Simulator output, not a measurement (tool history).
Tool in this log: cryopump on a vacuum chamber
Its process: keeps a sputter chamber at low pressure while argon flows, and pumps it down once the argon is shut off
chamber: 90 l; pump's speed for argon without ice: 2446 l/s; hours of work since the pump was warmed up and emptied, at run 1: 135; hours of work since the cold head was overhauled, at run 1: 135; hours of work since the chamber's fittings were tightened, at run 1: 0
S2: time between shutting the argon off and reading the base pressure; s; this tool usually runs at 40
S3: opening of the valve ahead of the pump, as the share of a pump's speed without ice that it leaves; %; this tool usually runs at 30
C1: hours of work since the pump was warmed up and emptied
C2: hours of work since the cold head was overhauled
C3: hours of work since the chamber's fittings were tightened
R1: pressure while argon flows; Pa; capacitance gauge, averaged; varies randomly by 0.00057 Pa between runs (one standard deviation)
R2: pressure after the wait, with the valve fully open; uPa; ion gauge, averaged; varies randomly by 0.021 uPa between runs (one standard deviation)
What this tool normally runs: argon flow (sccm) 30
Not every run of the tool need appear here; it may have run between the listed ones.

{"run": 1, "hour": 0.0, "argon flow (sccm)": 30, "S2": 40, "S3": 30, "C1": 135, "C2": 135, "C3": 0, "R1": 0.0721, "R2": 0.54}
{"run": 2, "hour": 22.6, "argon flow (sccm)": 30, "S2": 40, "S3": 30, "C1": 154, "C2": 154, "C3": 19, "R1": 0.0726, "R2": 0.58}
{"run": 3, "hour": 47.4, "argon flow (sccm)": 30, "S2": 40, "S3": 30, "C1": 175, "C2": 175, "C3": 40, "R1": 0.0716, "R2": 0.64}
{"run": 4, "hour": 70.4, "argon flow (sccm)": 30, "S2": 76, "S3": 30, "C1": 195, "C2": 195, "C3": 60, "R1": 0.0725, "R2": 0.41}
{"run": 5, "hour": 85.5, "argon flow (sccm)": 30, "S2": 76, "S3": 30, "C1": 208, "C2": 208, "C3": 72, "R1": 0.0737, "R2": 0.4}
{"run": 6, "hour": 109.2, "argon flow (sccm)": 30, "S2": 40, "S3": 45, "C1": 228, "C2": 228, "C3": 93, "R1": 0.0507, "R2": 0.59}
{"run": 7, "hour": 131.9, "argon flow (sccm)": 31, "S2": 40, "S3": 30, "C1": 247, "C2": 247, "C3": 112, "R1": 0.0766, "R2": 0.59}
{"run": 8, "hour": 145.8, "argon flow (sccm)": 31, "S2": 40, "S3": 30, "C1": 259, "C2": 259, "C3": 124, "R1": 0.0766, "R2": 0.66}
{"run": 9, "hour": 159.9, "argon flow (sccm)": 31, "S2": 40, "S3": 30, "C1": 271, "C2": 271, "C3": 136, "R1": 0.077, "R2": 0.65}
{"run": 10, "hour": 171.8, "argon flow (sccm)": 31, "S2": 40, "S3": 30, "C1": 281, "C2": 281, "C3": 146, "R1": 0.0772, "R2": 0.66}
{"run": 11, "hour": 182.4, "argon flow (sccm)": 31, "S2": 40, "S3": 30, "C1": 290, "C2": 290, "C3": 155, "R1": 0.0776, "R2": 0.66}
{"run": 12, "hour": 198.8, "argon flow (sccm)": 30, "S2": 40, "S3": 30, "C1": 304, "C2": 304, "C3": 169, "R1": 0.0754, "R2": 0.7}
{"run": 13, "hour": 215.5, "argon flow (sccm)": 30, "S2": 40, "S3": 30, "C1": 318, "C2": 318, "C3": 183, "R1": 0.0759, "R2": 0.76}
{"run": 14, "hour": 227.8, "argon flow (sccm)": 30, "S2": 40, "S3": 16, "C1": 328, "C2": 328, "C3": 193, "R1": 0.1371, "R2": 0.72}
{"run": 15, "hour": 250.2, "argon flow (sccm)": 30, "S2": 36, "S3": 30, "C1": 347, "C2": 347, "C3": 212, "R1": 0.0758, "R2": 0.75}
{"run": 16, "hour": 263.9, "argon flow (sccm)": 30, "S2": 40, "S3": 30, "C1": 359, "C2": 359, "C3": 224, "R1": 0.0772, "R2": 0.79}
{"hour": 279.5, "done": "pump warmed up, emptied and cooled again"}
{"run": 17, "hour": 290.6, "argon flow (sccm)": 30, "S2": 40, "S3": 30, "C1": 9, "C2": 377, "C3": 242, "R1": 0.0705, "R2": 0.63}
{"run": 18, "hour": 311.4, "argon flow (sccm)": 30, "S2": 40, "S3": 51, "C1": 27, "C2": 395, "C3": 260, "R1": 0.0409, "R2": 0.63}
{"run": 19, "hour": 331.6, "argon flow (sccm)": 13, "S2": 40, "S3": 30, "C1": 44, "C2": 412, "C3": 277, "R1": 0.0306, "R2": 0.7}
{"run": 20, "hour": 347.8, "argon flow (sccm)": 13, "S2": 40, "S3": 30, "C1": 58, "C2": 426, "C3": 291, "R1": 0.0304, "R2": 0.66}
{"run": 21, "hour": 360.4, "argon flow (sccm)": 30, "S2": 32, "S3": 30, "C1": 69, "C2": 436, "C3": 301, "R1": 0.0712, "R2": 0.8}
{"run": 22, "hour": 385.6, "argon flow (sccm)": 53, "S2": 40, "S3": 23, "C1": 90, "C2": 458, "C3": 323, "R1": 0.1622, "R2": 0.73}
{"run": 23, "hour": 403.2, "argon flow (sccm)": 53, "S2": 40, "S3": 23, "C1": 105, "C2": 473, "C3": 338, "R1": 0.1627, "R2": 0.7}
{"run": 24, "hour": 424.1, "argon flow (sccm)": 53, "S2": 40, "S3": 23, "C1": 123, "C2": 490, "C3": 355, "R1": 0.1625, "R2": 0.78}
{"run": 25, "hour": 448.2, "argon flow (sccm)": 31, "S2": 29, "S3": 18, "C1": 143, "C2": 511, "C3": 376, "R1": 0.1229, "R2": 0.91}
{"run": 26, "hour": 470.9, "argon flow (sccm)": 31, "S2": 29, "S3": 25, "C1": 162, "C2": 530, "C3": 395, "R1": 0.0886, "R2": 0.93}
{"run": 27, "hour": 494.5, "argon flow (sccm)": 35, "S2": 29, "S3": 25, "C1": 182, "C2": 550, "C3": 415, "R1": 0.1017, "R2": 0.92}
{"run": 28, "hour": 508.3, "argon flow (sccm)": 35, "S2": 160, "S3": 22, "C1": 194, "C2": 562, "C3": 427, "R1": 0.1138, "R2": 0.57}
{"run": 29, "hour": 524.3, "argon flow (sccm)": 35, "S2": 160, "S3": 22, "C1": 208, "C2": 575, "C3": 440, "R1": 0.1145, "R2": 0.51}
{"run": 30, "hour": 542.0, "argon flow (sccm)": 35, "S2": 160, "S3": 22, "C1": 223, "C2": 591, "C3": 455, "R1": 0.1169, "R2": 0.57}
{"run": 31, "hour": 552.9, "argon flow (sccm)": 15, "S2": 160, "S3": 56, "C1": 232, "C2": 600, "C3": 465, "R1": 0.0206, "R2": 0.56}
{"run": 32, "hour": 578.6, "argon flow (sccm)": 15, "S2": 160, "S3": 56, "C1": 254, "C2": 622, "C3": 486, "R1": 0.0204, "R2": 0.57}
{"run": 33, "hour": 600.2, "argon flow (sccm)": 30, "S2": 27, "S3": 19, "C1": 272, "C2": 640, "C3": 505, "R1": 0.1149, "R2": 1.08}

Below are 3 alternative next runs, each starting from the tool's condition after run 33. Predict each:
{"run": "A", "hour": 621.7, "argon flow (sccm)": 30, "S2": 47, "S3": 29, "C1": 290, "C2": 658, "C3": 523, "R1": "?", "R2": "?"}
{"run": "B", "hour": 621.7, "argon flow (sccm)": 30, "S2": 40, "S3": 41, "C1": 290, "C2": 658, "C3": 523, "R1": "?", "R2": "?"}
{"run": "C", "hour": 621.7, "argon flow (sccm)": 30, "S2": 22, "S3": 35, "C1": 290, "C2": 658, "C3": 523, "R1": "?", "R2": "?"}

run=A R1=0.0772 R2=0.88
run=B R1=0.0567 R2=0.91
run=C R1=0.0656 R2=1.21
Without the tool's unlogged condition, the same runs would have read:
run=A R1=0.0711 R2=0.47
run=B R1=0.0506 R2=0.51
run=C R1=0.0595 R2=0.81
